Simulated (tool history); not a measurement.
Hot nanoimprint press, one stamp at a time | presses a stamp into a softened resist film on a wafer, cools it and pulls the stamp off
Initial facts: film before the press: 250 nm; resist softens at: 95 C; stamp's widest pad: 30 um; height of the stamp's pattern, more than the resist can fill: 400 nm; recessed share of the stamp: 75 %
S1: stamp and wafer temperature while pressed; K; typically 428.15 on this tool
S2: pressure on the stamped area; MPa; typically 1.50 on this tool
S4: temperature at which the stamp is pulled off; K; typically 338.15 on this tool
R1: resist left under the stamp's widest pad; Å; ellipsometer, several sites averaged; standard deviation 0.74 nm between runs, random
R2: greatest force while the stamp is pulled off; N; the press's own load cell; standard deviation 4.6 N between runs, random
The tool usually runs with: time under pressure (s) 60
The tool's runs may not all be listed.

run 1 day=0.000 | S1=428.15 S2=1.50 time_under_pressure_(s)=60 S4=338.15 | R1=942 R2=319
run 2 day=0.950 | S1=428.15 S2=1.50 time_under_pressure_(s)=60 S4=338.15 | R1=958 R2=314
run 3 day=2.121 | S1=428.15 S2=1.50 time_under_pressure_(s)=56 S4=338.15 | R1=970 R2=332
run 4 day=3.117 | S1=417.15 S2=1.50 time_under_pressure_(s)=60 S4=338.15 | R1=1646 R2=345
run 5 day=3.704 | S1=417.15 S2=1.50 time_under_pressure_(s)=60 S4=338.15 | R1=1665 R2=347
run 6 day=4.867 | S1=440.15 S2=1.50 time_under_pressure_(s)=60 S4=338.15 | R1=505 R2=361
run 7 day=5.888 | S1=428.15 S2=2.38 time_under_pressure_(s)=60 S4=338.15 | R1=754 R2=365
run 8 day=6.579 | S1=428.15 S2=2.38 time_under_pressure_(s)=60 S4=338.15 | R1=761 R2=363
run 9 day=7.583 | S1=428.15 S2=2.38 time_under_pressure_(s)=42 S4=338.15 | R1=889 R2=377
run 10 day=8.942 | S1=428.15 S2=2.38 time_under_pressure_(s)=42 S4=338.15 | R1=847 R2=226
run 11 day=9.942 | S1=428.15 S2=2.38 time_under_pressure_(s)=42 S4=338.15 | R1=849 R2=230
run 12 day=10.850 | S1=428.15 S2=1.50 time_under_pressure_(s)=37 S4=338.15 | R1=1120 R2=237
run 13 day=11.842 | S1=428.15 S2=1.50 time_under_pressure_(s)=37 S4=338.15 | R1=1100 R2=261
run 14 day=12.533 | S1=428.15 S2=1.50 time_under_pressure_(s)=37 S4=338.15 | R1=1120 R2=244
run 15 day=13.100 | S1=428.15 S2=1.50 time_under_pressure_(s)=37 S4=338.15 | R1=1104 R2=256
run 16 day=13.775 | S1=428.15 S2=1.50 time_under_pressure_(s)=37 S4=338.15 | R1=1122 R2=251
run 17 day=14.962 | S1=428.15 S2=1.50 time_under_pressure_(s)=37 S4=338.15 | R1=1117 R2=274
run 18 day=16.021 | S1=426.15 S2=1.30 time_under_pressure_(s)=34 S4=331.15 | R1=1354 R2=298
run 19 day=17.183 | S1=428.15 S2=0.98 time_under_pressure_(s)=60 S4=337.15 | R1=1117 R2=280
run 20 day=18.158 | S1=428.15 S2=1.50 time_under_pressure_(s)=60 S4=333.15 | R1=934 R2=316
run 21 day=19.088 | S1=421.15 S2=1.76 time_under_pressure_(s)=60 S4=332.15 | R1=1276 R2=312
run 22 day=20.188 | S1=439.15 S2=1.76 time_under_pressure_(s)=60 S4=326.15 | R1=482 R2=341
run 23 day=21.367 | S1=437.15 S2=1.26 time_under_pressure_(s)=50 S4=343.15 | R1=691 R2=298
run 24 day=22.583 | S1=437.15 S2=2.34 time_under_pressure_(s)=76 S4=343.15 | R1=421 R2=320
run 25 day=23.492 | S1=419.15 S2=2.34 time_under_pressure_(s)=76 S4=343.15 | R1=1156 R2=310
run 26 day=24.246 | S1=419.15 S2=2.34 time_under_pressure_(s)=76 S4=343.15 | R1=1186 R2=319
run 27 day=25.304 | S1=419.15 S2=2.34 time_under_pressure_(s)=76 S4=343.15 | R1=1174 R2=333
run 28 day=25.846 | S1=428.15 S2=1.31 time_under_pressure_(s)=60 S4=334.15 | R1=1014 R2=386
run 29 day=26.508 | S1=428.15 S2=1.31 time_under_pressure_(s)=60 S4=334.15 | R1=1018 R2=380

Missing from the log above: 2 entries noted between runs. For each, name the pair of listed runs it sits between and say how the tool's hidden condition differs from the listed run just before to the listed run just after:
Between runs 9 and 10: stamp cleaned and given a new release coat (day 8.242); plate thermocouple calibrated (day 8.579)
  true temperature over the reading, C: -1.18 -> -0.08; pressure that arrives at the usual setting, %: 99.01 -> 98.97; grip of the stamp's worn release coat, % over a new coat's: 67.4 -> 1.8
  the result without the hidden state subtracted from the measured one, R1: +63 -> +10 Å; R2: +155 -> +5 N
